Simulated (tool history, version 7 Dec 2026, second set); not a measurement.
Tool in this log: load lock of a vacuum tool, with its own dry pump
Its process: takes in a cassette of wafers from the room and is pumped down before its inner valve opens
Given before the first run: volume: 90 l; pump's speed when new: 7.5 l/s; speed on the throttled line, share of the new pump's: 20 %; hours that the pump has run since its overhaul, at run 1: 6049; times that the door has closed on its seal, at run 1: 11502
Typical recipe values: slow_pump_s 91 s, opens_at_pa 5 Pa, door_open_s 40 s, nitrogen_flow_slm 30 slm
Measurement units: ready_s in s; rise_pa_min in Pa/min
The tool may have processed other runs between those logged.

run	day	slow_pump_s	opens_at_pa	door_open_s	nitrogen_flow_slm	hours that the pump has run since its overhaul	times that the door has closed on its seal	incoming humidity of the room's air, %	ready_s	rise_pa_min
1	0	91	5	40	30	6049	11502	44.7	199.8	0.06
2	7.388	91	5	40	30	6227	12308	46	199.5	0.065
3	13.038	91	5	40	30	6362	12925	44.3	199.9	0.065
4	21.4	91	5	40	30	6563	13837	44.1	198.5	0.074
5	29.712	91	5	40	30	6762	14744	44.1	198.8	0.075
6	33.767	91	5	40	30	6860	15186	44.7	198.2	0.086
7	39.579	91	5	40	30	6999	15820	48.8	198.9	0.089
8	46.796	91	6	40	30	7172	16608	52.6	196.9	0.1
9	55.15	91	6	40	30	7373	17519	46.8	197.8	0.092
10	63.062	91	6	40	30	7563	18382	48.3	197.8	0.1
11	68.817	91	6	40	30	7701	19010	43	198.8	0.107
12	73.321	91	5	40	30	7809	19502	43.7	199.3	0.108
13	79.088	91	5	40	30	7947	20130	45.7	199.3	0.106
14	84.746	91	5	153	30	8083	20748	45.6	202.3	0.128
15	90.529	91	5	131	30	8222	21379	43.4	200.8	0.127
16	99.467	91	5	131	30	8437	22354	47	201.1	0.133
17	107.433	91	5	37	30	8628	23223	43	200.3	0.129
18	114.942	126	5	43	30	8808	24042	45.1	228.5	0.136
19	121.692	126	5	43	30	8970	24779	44.8	227	0.14
20	128.471	126	5	43	30	9133	25518	47.9	228.1	0.152
21	132.525	91	5	186	10	9230	25961	42.7	200.4	0.171
22	138.171	48	5	40	30	9365	26577	43	167.1	0.154
23	147.15	172	5	40	25	9581	27556	45.7	264.7	0.167
24	153.921	172	5	40	25	9743	28295	44.4	264.6	0.17
25	160.95	103	5	95	10	9912	29062	43.8	211.3	0.187
26	168.067	92	5	82	29	10083	29838	43.6	203.3	0.187
27	176.442	58	5	25	29	10284	30752	50.5	175.8	0.189
28	180.746	91	5	132	30	10387	31222	46.9	202	0.2
29	186.533	156	5	150	6	10526	31853	45.4	254.4	0.224
30	192.812	91	5	40	6	10677	32538	47.7	202.5	0.218
31	199.762	91	5	40	6	10844	33296	45	202.6	0.216
32	207.342	115	5	40	40	11025	34123	42.9	221.2	0.22

Forecast each of these 4 alternatives for the next run:
A	212.738	91	5	34	30	11155	34712	44.9	?	?
B	212.738	55	5	40	11	11155	34712	45.8	?	?
C	212.738	66	5	40	40	11155	34712	47.8	?	?
D	212.738	118	5	40	40	11155	34712	45.5	?	?

run	ready_s	rise_pa_min
A	202.1	0.221
B	176.2	0.228
C	184.5	0.227
D	223.1	0.219
The same runs, with their run-to-run variation unchanged, on a tool lacking any hidden condition would have given:
run	ready_s	rise_pa_min
A	193.2	0.012
B	166.6	0.019
C	175.1	0.017
D	214.7	0.01
